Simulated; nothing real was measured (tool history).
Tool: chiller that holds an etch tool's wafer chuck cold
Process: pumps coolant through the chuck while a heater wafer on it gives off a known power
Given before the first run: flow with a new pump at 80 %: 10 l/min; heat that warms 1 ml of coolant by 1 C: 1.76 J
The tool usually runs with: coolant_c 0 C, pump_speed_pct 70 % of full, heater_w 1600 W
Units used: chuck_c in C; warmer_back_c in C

run	hour	coolant_c	pump_speed_pct	heater_w	chuck_c	warmer_back_c
1	0.0	0	70	1600	14.2	6.26
2	96.9	-10	70	1600	4.3	6.25
3	175.0	-10	61	1600	6.1	7.23
4	269.9	-10	61	1600	6.3	7.19
5	355.7	0	70	1600	14.4	6.28
6	454.1	0	70	1600	14.4	6.25
7	546.7	-9	91	1398	0.9	4.22
8	625.0	0	77	878	7.2	3.16
9	712.3	0	77	878	7.3	3.07

Run 10 is up next; what results do you expect?
10	789.5	0	73	1600	?	?

{"run 10": {"chuck_c": 13.8, "warmer_back_c": 5.99}}
Were there no unlogged condition in the tool, this run, its random variation unchanged, would have produced chuck_c 13.7 C, warmer_back_c 5.99 C.
